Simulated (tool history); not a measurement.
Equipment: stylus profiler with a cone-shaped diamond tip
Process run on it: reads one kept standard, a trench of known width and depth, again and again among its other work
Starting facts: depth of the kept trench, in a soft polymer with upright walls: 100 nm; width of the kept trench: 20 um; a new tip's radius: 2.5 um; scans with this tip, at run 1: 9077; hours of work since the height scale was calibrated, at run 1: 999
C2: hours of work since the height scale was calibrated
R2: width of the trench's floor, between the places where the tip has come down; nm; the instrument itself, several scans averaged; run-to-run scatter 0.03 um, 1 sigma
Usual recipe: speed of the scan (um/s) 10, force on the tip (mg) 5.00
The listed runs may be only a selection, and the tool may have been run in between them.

{"run": 1, "hour": 0.0, "speed of the scan (um/s)": 10, "force on the tip (mg)": 5.0, "scans with this tip": 9077, "C2": 999, "depth of the trench (Å)": 1024.1, "R2": 18260}
{"run": 2, "hour": 88.7, "speed of the scan (um/s)": 10, "force on the tip (mg)": 5.0, "scans with this tip": 9521, "C2": 1048, "depth of the trench (Å)": 1024.7, "R2": 18230}
{"run": 3, "hour": 158.0, "speed of the scan (um/s)": 10, "force on the tip (mg)": 11.96, "scans with this tip": 9868, "C2": 1086, "depth of the trench (Å)": 1043.1, "R2": 18270}
{"run": 4, "hour": 264.4, "speed of the scan (um/s)": 10, "force on the tip (mg)": 11.96, "scans with this tip": 10400, "C2": 1145, "depth of the trench (Å)": 1043.3, "R2": 18220}
{"hour": 289.8, "done": "height scale calibrated on a step standard"}
{"run": 5, "hour": 370.6, "speed of the scan (um/s)": 10, "force on the tip (mg)": 5.0, "scans with this tip": 10929, "C2": 45, "depth of the trench (Å)": 1023.0, "R2": 18210}
{"run": 6, "hour": 465.7, "speed of the scan (um/s)": 10, "force on the tip (mg)": 2.01, "scans with this tip": 11405, "C2": 97, "depth of the trench (Å)": 1012.2, "R2": 18200}
{"run": 7, "hour": 582.0, "speed of the scan (um/s)": 10, "force on the tip (mg)": 5.0, "scans with this tip": 11987, "C2": 161, "depth of the trench (Å)": 1023.7, "R2": 18130}
{"run": 8, "hour": 672.0, "speed of the scan (um/s)": 10, "force on the tip (mg)": 5.0, "scans with this tip": 12437, "C2": 210, "depth of the trench (Å)": 1023.1, "R2": 18160}
{"run": 9, "hour": 775.2, "speed of the scan (um/s)": 10, "force on the tip (mg)": 5.0, "scans with this tip": 12953, "C2": 267, "depth of the trench (Å)": 1023.0, "R2": 18150}
{"run": 10, "hour": 883.4, "speed of the scan (um/s)": 10, "force on the tip (mg)": 5.0, "scans with this tip": 13494, "C2": 327, "depth of the trench (Å)": 1023.3, "R2": 18130}
{"run": 11, "hour": 974.1, "speed of the scan (um/s)": 3, "force on the tip (mg)": 5.0, "scans with this tip": 13948, "C2": 377, "depth of the trench (Å)": 1023.6, "R2": 18070}
{"run": 12, "hour": 1064.5, "speed of the scan (um/s)": 3, "force on the tip (mg)": 5.0, "scans with this tip": 14401, "C2": 427, "depth of the trench (Å)": 1023.2, "R2": 18090}
{"hour": 1150.3, "done": "new tip fitted, height scale calibrated"}
{"run": 13, "hour": 1150.3, "speed of the scan (um/s)": 3, "force on the tip (mg)": 5.0, "scans with this tip": 0, "C2": 0, "depth of the trench (Å)": 1022.3, "R2": 18640}
{"run": 14, "hour": 1240.3, "speed of the scan (um/s)": 3, "force on the tip (mg)": 5.0, "scans with this tip": 450, "C2": 50, "depth of the trench (Å)": 1022.9, "R2": 18570}
{"run": 15, "hour": 1306.0, "speed of the scan (um/s)": 3, "force on the tip (mg)": 5.0, "scans with this tip": 779, "C2": 86, "depth of the trench (Å)": 1023.0, "R2": 18590}
{"run": 16, "hour": 1412.7, "speed of the scan (um/s)": 3, "force on the tip (mg)": 5.0, "scans with this tip": 1312, "C2": 144, "depth of the trench (Å)": 1022.5, "R2": 18530}
{"run": 17, "hour": 1490.7, "speed of the scan (um/s)": 10, "force on the tip (mg)": 2.44, "scans with this tip": 1703, "C2": 187, "depth of the trench (Å)": 1014.5, "R2": 18500}
{"run": 18, "hour": 1578.9, "speed of the scan (um/s)": 37, "force on the tip (mg)": 5.36, "scans with this tip": 2144, "C2": 236, "depth of the trench (Å)": 1024.3, "R2": 18450}
{"run": 19, "hour": 1645.6, "speed of the scan (um/s)": 11, "force on the tip (mg)": 6.48, "scans with this tip": 2477, "C2": 273, "depth of the trench (Å)": 1028.3, "R2": 18530}
{"run": 20, "hour": 1707.9, "speed of the scan (um/s)": 35, "force on the tip (mg)": 3.21, "scans with this tip": 2789, "C2": 307, "depth of the trench (Å)": 1017.5, "R2": 18430}
{"run": 21, "hour": 1808.8, "speed of the scan (um/s)": 7, "force on the tip (mg)": 2.83, "scans with this tip": 3294, "C2": 363, "depth of the trench (Å)": 1016.5, "R2": 18470}
{"run": 22, "hour": 1877.0, "speed of the scan (um/s)": 7, "force on the tip (mg)": 2.83, "scans with this tip": 3635, "C2": 400, "depth of the trench (Å)": 1016.0, "R2": 18460}
{"run": 23, "hour": 1967.5, "speed of the scan (um/s)": 7, "force on the tip (mg)": 2.83, "scans with this tip": 4088, "C2": 450, "depth of the trench (Å)": 1016.9, "R2": 18430}
{"run": 24, "hour": 2019.5, "speed of the scan (um/s)": 7, "force on the tip (mg)": 2.83, "scans with this tip": 4348, "C2": 479, "depth of the trench (Å)": 1015.9, "R2": 18460}
{"run": 25, "hour": 2073.8, "speed of the scan (um/s)": 8, "force on the tip (mg)": 7.59, "scans with this tip": 4620, "C2": 509, "depth of the trench (Å)": 1031.2, "R2": 18450}
{"run": 26, "hour": 2137.6, "speed of the scan (um/s)": 8, "force on the tip (mg)": 7.59, "scans with this tip": 4939, "C2": 544, "depth of the trench (Å)": 1031.7, "R2": 18460}
{"run": 27, "hour": 2252.4, "speed of the scan (um/s)": 3, "force on the tip (mg)": 5.8, "scans with this tip": 5513, "C2": 607, "depth of the trench (Å)": 1026.3, "R2": 18390}
{"run": 28, "hour": 2333.5, "speed of the scan (um/s)": 4, "force on the tip (mg)": 1.86, "scans with this tip": 5919, "C2": 652, "depth of the trench (Å)": 1012.6, "R2": 18330}
{"run": 29, "hour": 2437.8, "speed of the scan (um/s)": 12, "force on the tip (mg)": 3.38, "scans with this tip": 6441, "C2": 709, "depth of the trench (Å)": 1018.7, "R2": 18350}
{"run": 30, "hour": 2490.1, "speed of the scan (um/s)": 12, "force on the tip (mg)": 3.38, "scans with this tip": 6703, "C2": 738, "depth of the trench (Å)": 1018.8, "R2": 18360}
{"run": 31, "hour": 2544.4, "speed of the scan (um/s)": 3, "force on the tip (mg)": 7.07, "scans with this tip": 6974, "C2": 768, "depth of the trench (Å)": 1030.3, "R2": 18360}
{"run": 32, "hour": 2611.4, "speed of the scan (um/s)": 3, "force on the tip (mg)": 5.75, "scans with this tip": 7309, "C2": 805, "depth of the trench (Å)": 1026.7, "R2": 18300}
{"run": 33, "hour": 2725.6, "speed of the scan (um/s)": 5, "force on the tip (mg)": 6.88, "scans with this tip": 7881, "C2": 867, "depth of the trench (Å)": 1030.0, "R2": 18320}

Pick out some run-to-run changes in depth of the trench (Å). Of each, how much would a tool without hidden state show as well, from the settings, what came in and chance, and how much is left for the hidden state and any gauge scatter not in both results compared?
Hidden state present: radius of the tip, um; height scale over the true one, %; drift of the gauge itself on depth_nm, %; drift of the gauge itself on floor_um, %.
Run 2 -> 3: force on the tip (mg) 5.00 -> 11.96. depth of the trench (Å) +18.4: hidden state +0.1, all else +18.3.
Run 4 -> 5: force on the tip (mg) 11.96 -> 5.00, height scale calibrated on a step standard. depth of the trench (Å) -20.3: hidden state -2.0, all else -18.3.
Run 10 -> 11: speed of the scan (um/s) 10 -> 3. depth of the trench (Å) +0.3: hidden state +0.2, all else +0.1.
Run 12 -> 13: new tip fitted, height scale calibrated. depth of the trench (Å) -0.9: hidden state -0.9, all else +0.0.
Run 24 -> 25: speed of the scan (um/s) 7 -> 8, force on the tip (mg) 2.83 -> 7.59. depth of the trench (Å) +15.3: hidden state +0.1, all else +15.2.

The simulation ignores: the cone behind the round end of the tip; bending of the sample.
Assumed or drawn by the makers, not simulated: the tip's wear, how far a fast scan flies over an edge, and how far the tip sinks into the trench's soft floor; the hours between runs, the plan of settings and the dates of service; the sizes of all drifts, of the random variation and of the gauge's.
